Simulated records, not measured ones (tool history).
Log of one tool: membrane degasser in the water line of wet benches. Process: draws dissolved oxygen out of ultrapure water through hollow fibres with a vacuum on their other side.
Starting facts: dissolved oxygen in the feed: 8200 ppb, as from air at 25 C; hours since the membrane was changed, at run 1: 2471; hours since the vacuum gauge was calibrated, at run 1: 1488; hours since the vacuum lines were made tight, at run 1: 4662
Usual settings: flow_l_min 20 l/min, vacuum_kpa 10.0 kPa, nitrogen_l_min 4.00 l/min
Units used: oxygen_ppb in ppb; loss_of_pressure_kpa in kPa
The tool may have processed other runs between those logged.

run,hour,flow_l_min,vacuum_kpa,nitrogen_l_min,hours since the membrane was changed,hours since the vacuum gauge was calibrated,hours since the vacuum lines were made tight,oxygen_ppb,loss_of_pressure_kpa
1,0.0,20,10.0,4.00,2471,1488,4662,86.9,52.26
2,57.4,20,10.0,2.22,2529,1546,4720,148.3,52.74
3,99.9,20,10.0,2.22,2571,1588,4762,148.4,52.02
4,158.9,20,10.0,4.00,2630,1647,4821,86.4,51.75
5,216.8,22,10.0,4.00,2688,1705,4879,97.6,57.50
6,268.6,22,10.0,4.00,2740,1757,4931,97.9,57.80
7,358.2,22,10.0,4.00,2830,1846,5021,97.5,57.49
8,438.6,22,10.0,9.96,2910,1927,5101,44.6,57.23
9,488.7,22,10.0,9.96,2960,1977,5151,44.4,57.87
10,568.4,22,10.0,9.96,3040,2057,5231,44.2,57.13
11,663.0,20,19.9,4.00,3134,2151,5325,203.9,51.85
12,718.8,20,19.9,10.57,3190,2207,5381,82.6,52.10
13,805.5,16,10.0,6.99,3277,2294,5468,39.8,41.77
# hour 810.7: vacuum gauge calibrated
14,853.9,26,18.3,6.99,3325,43,5516,154.0,68.40
15,934.5,26,18.3,6.99,3405,124,5596,153.4,67.92

The next listed run, before its measurement:
16,994.9,21,6.2,8.77,3466,184,5657,?,?

Logged for run 16: oxygen_ppb 23.8 ppb, loss_of_pressure_kpa 55.05 kPa.
If the tool had no hidden condition, the same run with the same run-to-run variation would have returned oxygen_ppb 22.8 ppb, loss_of_pressure_kpa 54.51 kPa.
